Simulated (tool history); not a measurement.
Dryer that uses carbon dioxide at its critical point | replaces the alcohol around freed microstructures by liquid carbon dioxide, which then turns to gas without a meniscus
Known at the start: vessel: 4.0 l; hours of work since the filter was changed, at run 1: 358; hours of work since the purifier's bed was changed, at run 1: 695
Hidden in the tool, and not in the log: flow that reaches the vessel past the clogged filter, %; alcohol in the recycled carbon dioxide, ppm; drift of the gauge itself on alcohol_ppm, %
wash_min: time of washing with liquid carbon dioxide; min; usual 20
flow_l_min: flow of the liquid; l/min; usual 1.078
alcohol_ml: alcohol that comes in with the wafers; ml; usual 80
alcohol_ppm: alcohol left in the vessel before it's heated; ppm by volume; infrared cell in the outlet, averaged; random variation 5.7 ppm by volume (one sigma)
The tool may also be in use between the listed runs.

| run | day | wash_min | flow_l_min | alcohol_ml | hours of work since the filter was changed | hours of work since the purifier's bed was changed | alcohol_ppm |
|---|---|---|---|---|---|---|---|
| 1 | 0.000 | 20 | 1.078 | 80 | 358 | 695 | 413 |
| 2 | 0.417 | 20 | 1.078 | 80 | 366 | 703 | 434 |
| 3 | 0.829 | 20 | 1.078 | 80 | 374 | 711 | 421 |
| 4 | 1.679 | 20 | 1.078 | 54 | 391 | 728 | 342 |
|  | 2.088 | purifier's bed changed |
| 5 | 2.625 | 20 | 1.078 | 54 | 406 | 10 | 230 |
| 6 | 3.183 | 20 | 1.078 | 54 | 417 | 21 | 231 |
| 7 | 3.842 | 20 | 1.078 | 54 | 430 | 34 | 248 |
| 8 | 4.533 | 20 | 0.790 | 80 | 443 | 47 | 1094 |
| 9 | 4.946 | 20 | 0.790 | 80 | 451 | 55 | 1110 |
| 10 | 5.658 | 20 | 0.790 | 80 | 464 | 68 | 1152 |
| 11 | 6.104 | 20 | 0.790 | 80 | 473 | 77 | 1162 |
| 12 | 6.892 | 20 | 0.790 | 80 | 488 | 92 | 1156 |
| 13 | 7.608 | 20 | 1.078 | 80 | 502 | 106 | 394 |
| 14 | 8.175 | 20 | 1.078 | 80 | 512 | 116 | 410 |
| 15 | 8.579 | 20 | 1.078 | 80 | 520 | 124 | 398 |
| 16 | 8.996 | 27 | 1.078 | 80 | 528 | 132 | 117 |
|  | 9.133 | inlet filter changed |
| 17 | 9.958 | 27 | 1.078 | 80 | 16 | 150 | 59 |
| 18 | 10.508 | 20 | 1.078 | 80 | 26 | 160 | 208 |
| 19 | 11.050 | 20 | 1.078 | 80 | 37 | 171 | 222 |
| 20 | 11.567 | 20 | 1.078 | 80 | 47 | 181 | 217 |
| 21 | 12.417 | 29 | 1.078 | 80 | 63 | 197 | 67 |
| 22 | 13.192 | 20 | 1.078 | 80 | 78 | 212 | 236 |
| 23 | 14.029 | 20 | 1.078 | 80 | 94 | 228 | 240 |
| 24 | 14.825 | 21 | 1.078 | 80 | 109 | 243 | 204 |
| 25 | 15.821 | 21 | 0.970 | 80 | 128 | 262 | 321 |
| 26 | 16.783 | 21 | 0.970 | 80 | 146 | 281 | 341 |
| 27 | 17.354 | 20 | 1.190 | 70 | 157 | 291 | 153 |
| 28 | 17.892 | 17 | 0.850 | 29 | 168 | 302 | 431 |
| 29 | 18.488 | 20 | 1.260 | 67 | 179 | 313 | 131 |
| 30 | 18.908 | 15 | 0.930 | 23 | 187 | 321 | 388 |
| 31 | 19.683 | 15 | 0.930 | 23 | 202 | 336 | 410 |
| 32 | 20.312 | 15 | 0.930 | 23 | 214 | 348 | 408 |
| 33 | 21.275 | 15 | 0.970 | 23 | 232 | 367 | 374 |
| 34 | 22.162 | 20 | 0.840 | 96 | 249 | 384 | 942 |
| 35 | 22.917 | 20 | 0.840 | 104 | 264 | 398 | 1011 |
| 36 | 23.658 | 12 | 0.840 | 27 | 278 | 412 | 1002 |
| 37 | 24.279 | 12 | 0.840 | 27 | 290 | 424 | 1015 |
| 38 | 24.721 | 12 | 0.840 | 27 | 298 | 432 | 1007 |
| 39 | 25.233 | 16 | 1.510 | 31 | 308 | 442 | 125 |
| 40 | 25.796 | 16 | 1.510 | 31 | 319 | 453 | 127 |
| 41 | 26.300 | 28 | 0.750 | 111 | 329 | 463 | 572 |
| 42 | 27.038 | 28 | 0.750 | 111 | 343 | 477 | 588 |
| 43 | 27.762 | 28 | 0.750 | 111 | 357 | 491 | 616 |
| 44 | 28.317 | 18 | 0.900 | 80 | 367 | 501 | 969 |
| 45 | 29.300 | 28 | 0.690 | 80 | 386 | 520 | 620 |

The next listed run, before its measurement:
| 46 | 29.858 | 18 | 1.078 | 26 | 397 | 531 | ? |

{"run 46": {"alcohol_ppm": 231}}
Without the tool's hidden state the same run would have given alcohol_ppm 92 ppm by volume.
